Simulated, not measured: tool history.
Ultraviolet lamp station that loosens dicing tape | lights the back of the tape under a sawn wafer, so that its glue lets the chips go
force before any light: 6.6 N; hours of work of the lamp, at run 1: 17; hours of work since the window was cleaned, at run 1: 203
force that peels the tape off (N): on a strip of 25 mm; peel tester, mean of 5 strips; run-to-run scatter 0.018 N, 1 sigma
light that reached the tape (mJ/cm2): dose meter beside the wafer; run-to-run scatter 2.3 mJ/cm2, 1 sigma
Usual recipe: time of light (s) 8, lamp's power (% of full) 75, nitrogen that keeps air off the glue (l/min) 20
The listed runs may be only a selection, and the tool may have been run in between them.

run   hour  time of light (s)  lamp's power (% of full)  nitrogen that keeps air off the glue (l/min)  hours of work of the lamp  hours of work since the window was cleaned  force that peels the tape off (N)  light that reached the tape (mJ/cm2)
  1    0.0                  8                        75                                            20                         17                                         203                              1.081                                   196
  2    5.4                  8                        75                                            20                         20                                         206                              1.066                                   195
  3   15.0                  8                        75                                            20                         26                                         212                              1.082                                   191
  4   21.4                  8                        75                                            20                         30                                         216                              1.091                                   191
  5   29.0                  8                        75                                            20                         34                                         220                              1.058                                   191
  6   36.1                  8                        75                                            20                         38                                         224                              1.129                                   192
  7   43.9                  8                        75                                            20                         43                                         229                              1.149                                   192
  8   56.6                  8                        75                                            20                         51                                         237                              1.112                                   190
  9   65.1                  8                        75                                            20                         56                                         242                              1.174                                   191
 10   74.8                  8                        75                                            20                         61                                         247                              1.167                                   184
 11   87.7                  8                        75                                            20                         69                                         255                              1.154                                   186
      94.7  -- window cleaned of glue's vapour
 12   95.2                  8                        75                                            20                         73                                           0                              0.869                                   214
 13  105.6                  8                        75                                            20                         80                                           7                              0.928                                   220
 14  116.7                  8                        75                                            20                         86                                          13                              0.931                                   216
 15  127.4                  8                        75                                            20                         93                                          20                              0.931                                   214
 16  132.9                 13                        89                                            17                         96                                          23                              0.318                                   413
 17  139.0                 14                        74                                            10                        100                                          27                              0.454                                   370
 18  151.1                 14                        74                                            25                        107                                          34                              0.337                                   365
 19  157.1                 14                        74                                            25                        110                                          37                              0.349                                   363
 20  169.5                 14                        70                                            25                        118                                          45                              0.379                                   343
 21  181.5                 15                        66                                            25                        125                                          52                              0.387                                   345
 22  187.3                 15                        66                                            25                        128                                          55                              0.374                                   342
 23  192.9                 15                        67                                            25                        132                                          59                              0.366                                   346
 24  200.9                 15                        67                                            25                        137                                          64                              0.368                                   347
 25  211.4                 15                        67                                             6                        143                                          70                              0.660                                   348
 26  222.3                 15                        67                                             6                        149                                          76                              0.626                                   342

Alternative continuations, all from the tool just after run 26; predict every row:
  A  235.2                 12                        80                                            23                        157                                          84                                  ?                                     ?
  B  235.2                  6                        70                                            13                        157                                          84                                  ?                                     ?
  C  235.2                  4                        67                                             6                        157                                          84                                  ?                                     ?

run  force that peels the tape off (N)  light that reached the tape (mJ/cm2)
  A                              0.426                                   326
  B                              1.876                                   144
  C                              3.412                                    91
Stripped of hidden state, with their random variation kept, the same runs would have yielded:
run  force that peels the tape off (N)  light that reached the tape (mJ/cm2)
  A                              0.362                                   360
  B                              1.655                                   159
  C                              3.180                                   100

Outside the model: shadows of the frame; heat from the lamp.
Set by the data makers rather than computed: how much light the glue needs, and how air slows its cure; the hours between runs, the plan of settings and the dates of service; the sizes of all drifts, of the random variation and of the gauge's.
